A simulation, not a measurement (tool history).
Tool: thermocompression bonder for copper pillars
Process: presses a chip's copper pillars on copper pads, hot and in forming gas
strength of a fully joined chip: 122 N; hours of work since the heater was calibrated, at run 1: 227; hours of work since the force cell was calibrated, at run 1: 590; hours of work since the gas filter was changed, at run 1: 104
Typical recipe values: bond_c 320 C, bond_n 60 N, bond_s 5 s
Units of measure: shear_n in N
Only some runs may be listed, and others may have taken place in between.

run     day  bond_c  bond_n  bond_s  hours of work since the heater was calibrated  hours of work since the force cell was calibrated  hours of work since the gas filter was changed  shear_n
  1       0     320      60       5                                            227                                                590                                             104     68.2
  2   1.038     320      60       3                                            242                                                604                                             118     57.3
  3   2.404     320      60       3                                            262                                                624                                             138     57.2
      3.408  -- forming gas filter changed
  4   3.812     320      60       3                                            281                                                644                                               6     63.3
  5       5     320      60       5                                            298                                                661                                              23     73.9
  6     6.4     320      60       5                                            318                                                681                                              43       73
  7   7.404     292      60       9                                            333                                                695                                              57     67.3
  8   8.096     319      40      15                                            343                                                705                                              67     70.1
  9   9.417     319      40      15                                            362                                                724                                              86     69.6
 10  10.892     340      82      15                                            383                                                745                                             107    107.9
 11  12.038     305      53       5                                            399                                                761                                             123       54

Hidden condition of the tool, last listed run before each entry between runs versus first listed run after:
After run 3, before run 4: forming gas filter changed (day 3.408)
  true temperature of the bond over the reading, C: 2 -> 2.2; force that reaches the chip, % of what is set: 104 -> 104.1; oxide that the forming gas leaves, % of the face: 10.58 -> 0.87
  measured result minus the result with no hidden state, shear_n: -2.9 -> +3.3 N
